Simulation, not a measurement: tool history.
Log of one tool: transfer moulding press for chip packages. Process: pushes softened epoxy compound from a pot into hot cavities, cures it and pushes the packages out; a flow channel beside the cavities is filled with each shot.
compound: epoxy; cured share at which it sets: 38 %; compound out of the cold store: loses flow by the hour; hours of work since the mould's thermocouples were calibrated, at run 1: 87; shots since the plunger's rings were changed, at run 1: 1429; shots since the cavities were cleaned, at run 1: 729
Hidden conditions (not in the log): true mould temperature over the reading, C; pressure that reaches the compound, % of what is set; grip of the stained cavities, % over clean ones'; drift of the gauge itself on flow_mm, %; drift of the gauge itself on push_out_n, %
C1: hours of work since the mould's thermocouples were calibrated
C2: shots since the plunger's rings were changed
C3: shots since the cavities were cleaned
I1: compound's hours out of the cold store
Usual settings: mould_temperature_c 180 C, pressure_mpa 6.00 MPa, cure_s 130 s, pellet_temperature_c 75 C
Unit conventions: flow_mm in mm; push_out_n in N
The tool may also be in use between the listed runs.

run 1 day=0.000 | mould_temperature_c=180 pressure_mpa=6.00 cure_s=130 pellet_temperature_c=75 | C1=87 C2=1429 C3=729 | I1=9.9 | flow_mm=829 push_out_n=200
-- day=1.071 cavities cleaned with cleaning compound and waxed
run 2 day=3.129 | mould_temperature_c=180 pressure_mpa=6.00 cure_s=130 pellet_temperature_c=69 | C1=145 C2=2222 C3=532 | I1=38.1 | flow_mm=781 push_out_n=198
-- day=4.871 cavities cleaned with cleaning compound and waxed
-- day=5.179 plunger's sealing rings changed
run 3 day=5.412 | mould_temperature_c=180 pressure_mpa=6.00 cure_s=130 pellet_temperature_c=75 | C1=185 C2=60 C3=113 | I1=33.4 | flow_mm=789 push_out_n=202
run 4 day=8.242 | mould_temperature_c=180 pressure_mpa=6.00 cure_s=130 pellet_temperature_c=75 | C1=239 C2=792 C3=845 | I1=35.7 | flow_mm=786 push_out_n=191
-- day=8.858 cavities cleaned with cleaning compound and waxed
run 5 day=11.408 | mould_temperature_c=180 pressure_mpa=6.00 cure_s=130 pellet_temperature_c=82 | C1=298 C2=1596 C3=659 | I1=36.0 | flow_mm=782 push_out_n=182
-- day=12.588 cavities cleaned with cleaning compound and waxed
run 6 day=14.521 | mould_temperature_c=180 pressure_mpa=6.00 cure_s=130 pellet_temperature_c=82 | C1=356 C2=2385 C3=499 | I1=22.5 | flow_mm=806 push_out_n=213
-- day=15.754 plunger's sealing rings changed
-- day=16.429 cavities cleaned with cleaning compound and waxed
run 7 day=17.817 | mould_temperature_c=180 pressure_mpa=6.00 cure_s=166 pellet_temperature_c=75 | C1=415 C2=518 C3=360 | I1=42.8 | flow_mm=769 push_out_n=161
-- day=20.242 cavities cleaned with cleaning compound and waxed
run 8 day=20.438 | mould_temperature_c=180 pressure_mpa=6.00 cure_s=166 pellet_temperature_c=75 | C1=463 C2=1180 C3=51 | I1=30.0 | flow_mm=794 push_out_n=181
run 9 day=22.892 | mould_temperature_c=180 pressure_mpa=6.00 cure_s=166 pellet_temperature_c=75 | C1=510 C2=1815 C3=686 | I1=36.0 | flow_mm=782 push_out_n=176
-- day=23.233 mould's thermocouples calibrated
-- day=24.150 cavities cleaned with cleaning compound and waxed
run 10 day=26.000 | mould_temperature_c=180 pressure_mpa=6.00 cure_s=166 pellet_temperature_c=75 | C1=51 C2=2582 C3=478 | I1=38.4 | flow_mm=783 push_out_n=176
-- day=26.654 plunger's sealing rings changed
-- day=28.175 cavities cleaned with cleaning compound and waxed
run 11 day=29.238 | mould_temperature_c=180 pressure_mpa=5.31 cure_s=130 pellet_temperature_c=75 | C1=109 C2=653 C3=275 | I1=36.8 | flow_mm=735 push_out_n=192
-- day=31.996 cavities cleaned with cleaning compound and waxed
run 12 day=32.883 | mould_temperature_c=180 pressure_mpa=6.00 cure_s=130 pellet_temperature_c=82 | C1=177 C2=1581 C3=231 | I1=27.4 | flow_mm=798 push_out_n=200
-- day=35.904 cavities cleaned with cleaning compound and waxed
run 13 day=35.904 | mould_temperature_c=180 pressure_mpa=6.00 cure_s=130 pellet_temperature_c=82 | C1=233 C2=2346 C3=0 | I1=36.1 | flow_mm=785 push_out_n=192
-- day=37.254 plunger's sealing rings changed
run 14 day=37.667 | mould_temperature_c=180 pressure_mpa=7.38 cure_s=130 pellet_temperature_c=79 | C1=264 C2=107 C3=429 | I1=23.0 | flow_mm=896 push_out_n=196
-- day=39.775 cavities cleaned with cleaning compound and waxed
run 15 day=40.200 | mould_temperature_c=180 pressure_mpa=6.00 cure_s=120 pellet_temperature_c=71 | C1=311 C2=747 C3=110 | I1=40.3 | flow_mm=776 push_out_n=213
run 16 day=43.250 | mould_temperature_c=180 pressure_mpa=6.00 cure_s=120 pellet_temperature_c=71 | C1=369 C2=1536 C3=899 | I1=43.0 | flow_mm=775 push_out_n=217
-- day=43.596 cavities cleaned with cleaning compound and waxed
run 17 day=45.262 | mould_temperature_c=180 pressure_mpa=6.00 cure_s=123 pellet_temperature_c=82 | C1=406 C2=2041 C3=431 | I1=39.7 | flow_mm=778 push_out_n=209
-- day=47.554 cavities cleaned with cleaning compound and waxed
-- day=48.125 plunger's sealing rings changed
run 18 day=49.138 | mould_temperature_c=175 pressure_mpa=5.49 cure_s=130 pellet_temperature_c=67 | C1=476 C2=262 C3=382 | I1=38.8 | flow_mm=759 push_out_n=249
-- day=51.200 mould's thermocouples calibrated
-- day=51.600 cavities cleaned with cleaning compound and waxed
run 19 day=52.533 | mould_temperature_c=180 pressure_mpa=6.00 cure_s=121 pellet_temperature_c=69 | C1=24 C2=1103 C3=241 | I1=26.6 | flow_mm=802 push_out_n=216
run 20 day=54.312 | mould_temperature_c=188 pressure_mpa=6.00 cure_s=130 pellet_temperature_c=65 | C1=58 C2=1564 C3=702 | I1=17.5 | flow_mm=795 push_out_n=179
-- day=55.504 cavities cleaned with cleaning compound and waxed
run 21 day=57.283 | mould_temperature_c=188 pressure_mpa=6.00 cure_s=130 pellet_temperature_c=65 | C1=113 C2=2317 C3=461 | I1=24.3 | flow_mm=781 push_out_n=175
-- day=58.971 plunger's sealing rings changed
-- day=59.329 cavities cleaned with cleaning compound and waxed
run 22 day=60.571 | mould_temperature_c=183 pressure_mpa=6.00 cure_s=159 pellet_temperature_c=75 | C1=172 C2=398 C3=322 | I1=9.4 | flow_mm=821 push_out_n=164
-- day=63.021 cavities cleaned with cleaning compound and waxed
run 23 day=64.217 | mould_temperature_c=188 pressure_mpa=5.39 cure_s=130 pellet_temperature_c=69 | C1=240 C2=1325 C3=310 | I1=20.1 | flow_mm=748 push_out_n=178
-- day=66.908 cavities cleaned with cleaning compound and waxed
run 24 day=67.192 | mould_temperature_c=180 pressure_mpa=6.00 cure_s=162 pellet_temperature_c=75 | C1=295 C2=2079 C3=73 | I1=39.9 | flow_mm=777 push_out_n=166

What does the tool deliver on the next run?
run 25 day=69.338 | mould_temperature_c=180 pressure_mpa=6.00 cure_s=126 pellet_temperature_c=73 | C1=335 C2=2634 C3=628 | I1=31.1 | flow_mm=? push_out_n=?

Run 25 came out at flow_mm 791 mm, push_out_n 202 N.
Without the tool's hidden state the same run would have given flow_mm 792 mm, push_out_n 199 N.

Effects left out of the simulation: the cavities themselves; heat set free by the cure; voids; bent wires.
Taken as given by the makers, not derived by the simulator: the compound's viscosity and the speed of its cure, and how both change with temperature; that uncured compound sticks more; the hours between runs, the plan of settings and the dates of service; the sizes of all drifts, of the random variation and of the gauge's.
